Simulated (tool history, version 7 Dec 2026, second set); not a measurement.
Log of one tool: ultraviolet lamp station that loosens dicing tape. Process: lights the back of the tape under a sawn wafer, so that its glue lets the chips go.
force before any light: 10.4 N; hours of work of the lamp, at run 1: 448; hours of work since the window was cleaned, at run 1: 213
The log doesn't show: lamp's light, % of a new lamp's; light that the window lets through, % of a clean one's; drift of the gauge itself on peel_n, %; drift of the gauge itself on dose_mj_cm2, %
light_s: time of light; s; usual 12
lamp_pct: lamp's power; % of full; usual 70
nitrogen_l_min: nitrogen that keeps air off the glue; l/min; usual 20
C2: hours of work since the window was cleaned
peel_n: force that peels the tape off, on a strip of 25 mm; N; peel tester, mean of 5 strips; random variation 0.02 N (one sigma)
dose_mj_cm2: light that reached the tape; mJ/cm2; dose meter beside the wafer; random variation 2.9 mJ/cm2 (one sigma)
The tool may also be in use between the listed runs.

run 1 hour=0 | light_s=12 lamp_pct=70 nitrogen_l_min=20 | hours_of_work_of_the_lamp=448 C2=213 | peel_n=0.979 dose_mj_cm2=408
run 2 hour=24.3 | light_s=12 lamp_pct=70 nitrogen_l_min=20 | hours_of_work_of_the_lamp=460 C2=225 | peel_n=1.023 dose_mj_cm2=413
run 3 hour=38.6 | light_s=12 lamp_pct=80 nitrogen_l_min=20 | hours_of_work_of_the_lamp=467 C2=232 | peel_n=0.763 dose_mj_cm2=468
run 4 hour=54.5 | light_s=12 lamp_pct=90 nitrogen_l_min=20 | hours_of_work_of_the_lamp=475 C2=240 | peel_n=0.615 dose_mj_cm2=525
run 5 hour=82.4 | light_s=12 lamp_pct=90 nitrogen_l_min=20 | hours_of_work_of_the_lamp=489 C2=254 | peel_n=0.594 dose_mj_cm2=522
run 6 hour=101.5 | light_s=12 lamp_pct=78 nitrogen_l_min=20 | hours_of_work_of_the_lamp=499 C2=264 | peel_n=0.757 dose_mj_cm2=450
run 7 hour=122.5 | light_s=12 lamp_pct=78 nitrogen_l_min=20 | hours_of_work_of_the_lamp=509 C2=275 | peel_n=0.785 dose_mj_cm2=456
run 8 hour=136.7 | light_s=12 lamp_pct=78 nitrogen_l_min=20 | hours_of_work_of_the_lamp=517 C2=282 | peel_n=0.798 dose_mj_cm2=457
run 9 hour=150.4 | light_s=12 lamp_pct=78 nitrogen_l_min=20 | hours_of_work_of_the_lamp=524 C2=289 | peel_n=0.777 dose_mj_cm2=457
run 10 hour=166.8 | light_s=12 lamp_pct=78 nitrogen_l_min=20 | hours_of_work_of_the_lamp=532 C2=297 | peel_n=0.745 dose_mj_cm2=454
run 11 hour=188.1 | light_s=12 lamp_pct=86 nitrogen_l_min=20 | hours_of_work_of_the_lamp=543 C2=308 | peel_n=0.657 dose_mj_cm2=499
run 12 hour=212.3 | light_s=12 lamp_pct=86 nitrogen_l_min=20 | hours_of_work_of_the_lamp=555 C2=320 | peel_n=0.632 dose_mj_cm2=503
run 13 hour=237 | light_s=12 lamp_pct=97 nitrogen_l_min=20 | hours_of_work_of_the_lamp=567 C2=333 | peel_n=0.512 dose_mj_cm2=564
run 14 hour=253.3 | light_s=8 lamp_pct=70 nitrogen_l_min=20 | hours_of_work_of_the_lamp=576 C2=341 | peel_n=1.994 dose_mj_cm2=269
run 15 hour=279.3 | light_s=12 lamp_pct=70 nitrogen_l_min=29 | hours_of_work_of_the_lamp=589 C2=354 | peel_n=0.824 dose_mj_cm2=408
run 16 hour=292.8 | light_s=12 lamp_pct=70 nitrogen_l_min=29 | hours_of_work_of_the_lamp=596 C2=361 | peel_n=0.816 dose_mj_cm2=406
run 17 hour=319.6 | light_s=12 lamp_pct=70 nitrogen_l_min=29 | hours_of_work_of_the_lamp=609 C2=374 | peel_n=0.841 dose_mj_cm2=412
run 18 hour=340.7 | light_s=6 lamp_pct=70 nitrogen_l_min=20 | hours_of_work_of_the_lamp=620 C2=385 | peel_n=2.937 dose_mj_cm2=205
run 19 hour=355.6 | light_s=12 lamp_pct=70 nitrogen_l_min=31 | hours_of_work_of_the_lamp=627 C2=393 | peel_n=0.783 dose_mj_cm2=402
run 20 hour=369.9 | light_s=12 lamp_pct=70 nitrogen_l_min=19 | hours_of_work_of_the_lamp=634 C2=400 | peel_n=0.969 dose_mj_cm2=406
run 21 hour=382.3 | light_s=12 lamp_pct=70 nitrogen_l_min=19 | hours_of_work_of_the_lamp=641 C2=406 | peel_n=1.028 dose_mj_cm2=406
run 22 hour=398 | light_s=12 lamp_pct=70 nitrogen_l_min=19 | hours_of_work_of_the_lamp=649 C2=414 | peel_n=0.988 dose_mj_cm2=404
run 23 hour=413.2 | light_s=12 lamp_pct=70 nitrogen_l_min=19 | hours_of_work_of_the_lamp=656 C2=422 | peel_n=1.016 dose_mj_cm2=412
run 24 hour=428.7 | light_s=12 lamp_pct=81 nitrogen_l_min=13 | hours_of_work_of_the_lamp=664 C2=430 | peel_n=0.947 dose_mj_cm2=471
run 25 hour=453.4 | light_s=12 lamp_pct=71 nitrogen_l_min=35 | hours_of_work_of_the_lamp=677 C2=442 | peel_n=0.752 dose_mj_cm2=418
run 26 hour=481.8 | light_s=12 lamp_pct=71 nitrogen_l_min=35 | hours_of_work_of_the_lamp=691 C2=456 | peel_n=0.742 dose_mj_cm2=415
run 27 hour=499.8 | light_s=8 lamp_pct=63 nitrogen_l_min=16 | hours_of_work_of_the_lamp=700 C2=465 | peel_n=2.625 dose_mj_cm2=246
run 28 hour=514.5 | light_s=11 lamp_pct=64 nitrogen_l_min=20 | hours_of_work_of_the_lamp=708 C2=473 | peel_n=1.343 dose_mj_cm2=343
run 29 hour=530.2 | light_s=12 lamp_pct=77 nitrogen_l_min=25 | hours_of_work_of_the_lamp=715 C2=481 | peel_n=0.702 dose_mj_cm2=446
run 30 hour=548.2 | light_s=15 lamp_pct=69 nitrogen_l_min=20 | hours_of_work_of_the_lamp=725 C2=490 | peel_n=0.628 dose_mj_cm2=501
-- hour=553.8 window cleaned of glue's vapour
run 31 hour=567.1 | light_s=15 lamp_pct=69 nitrogen_l_min=20 | hours_of_work_of_the_lamp=734 C2=7 | peel_n=0.67 dose_mj_cm2=503
run 32 hour=582.9 | light_s=16 lamp_pct=75 nitrogen_l_min=22 | hours_of_work_of_the_lamp=742 C2=15 | peel_n=0.478 dose_mj_cm2=584
run 33 hour=596.9 | light_s=7 lamp_pct=75 nitrogen_l_min=22 | hours_of_work_of_the_lamp=749 C2=22 | peel_n=2.051 dose_mj_cm2=256
run 34 hour=621.2 | light_s=7 lamp_pct=75 nitrogen_l_min=22 | hours_of_work_of_the_lamp=761 C2=34 | peel_n=2.102 dose_mj_cm2=254
run 35 hour=650.4 | light_s=20 lamp_pct=70 nitrogen_l_min=6 | hours_of_work_of_the_lamp=776 C2=49 | peel_n=0.721 dose_mj_cm2=680
run 36 hour=663.9 | light_s=20 lamp_pct=70 nitrogen_l_min=6 | hours_of_work_of_the_lamp=783 C2=56 | peel_n=0.713 dose_mj_cm2=684
run 37 hour=678 | light_s=10 lamp_pct=70 nitrogen_l_min=6 | hours_of_work_of_the_lamp=790 C2=63 | peel_n=2.506 dose_mj_cm2=344
run 38 hour=708.2 | light_s=18 lamp_pct=85 nitrogen_l_min=6 | hours_of_work_of_the_lamp=805 C2=78 | peel_n=0.598 dose_mj_cm2=736
run 39 hour=722.3 | light_s=13 lamp_pct=65 nitrogen_l_min=8 | hours_of_work_of_the_lamp=812 C2=85 | peel_n=1.563 dose_mj_cm2=413
run 40 hour=744.7 | light_s=13 lamp_pct=65 nitrogen_l_min=8 | hours_of_work_of_the_lamp=824 C2=97 | peel_n=1.614 dose_mj_cm2=409
run 41 hour=759.9 | light_s=13 lamp_pct=65 nitrogen_l_min=8 | hours_of_work_of_the_lamp=831 C2=104 | peel_n=1.611 dose_mj_cm2=409
run 42 hour=774.1 | light_s=13 lamp_pct=65 nitrogen_l_min=8 | hours_of_work_of_the_lamp=839 C2=111 | peel_n=1.572 dose_mj_cm2=404

Measured less the same run without the tool's hidden state. The same run-to-run variation is in both; the gauge's scatter may not be:
run=1 dose_mj_cm2=-1
run=2 dose_mj_cm2=-1
run=3 dose_mj_cm2=-1
run=4 dose_mj_cm2=-1
run=5 dose_mj_cm2=-2
run=6 dose_mj_cm2=-1
run=7 dose_mj_cm2=-1
run=8 dose_mj_cm2=-1
run=9 dose_mj_cm2=-2
run=10 dose_mj_cm2=-2
run=11 dose_mj_cm2=-2
run=12 dose_mj_cm2=-1
run=13 dose_mj_cm2=-2
run=14 dose_mj_cm2=-1
run=15 dose_mj_cm2=-2
run=16 dose_mj_cm2=-1
run=17 dose_mj_cm2=-2
run=18 dose_mj_cm2=-1
run=19 dose_mj_cm2=-1
run=20 dose_mj_cm2=-1
run=21 dose_mj_cm2=-2
run=22 dose_mj_cm2=-2
run=23 dose_mj_cm2=-2
run=24 dose_mj_cm2=-2
run=25 dose_mj_cm2=-2
run=26 dose_mj_cm2=-1
run=27 dose_mj_cm2=-1
run=28 dose_mj_cm2=-1
run=29 dose_mj_cm2=-2
run=30 dose_mj_cm2=-2
run=31 dose_mj_cm2=-1
run=32 dose_mj_cm2=-1
run=33 dose_mj_cm2=-1
run=34 dose_mj_cm2=+0
run=35 dose_mj_cm2=-2
run=36 dose_mj_cm2=-2
run=37 dose_mj_cm2=-1
run=38 dose_mj_cm2=-3
run=39 dose_mj_cm2=-1
run=40 dose_mj_cm2=-1
run=41 dose_mj_cm2=-1
run=42 dose_mj_cm2=-1
peel_n: within 0.016 N of the measured result in every run.
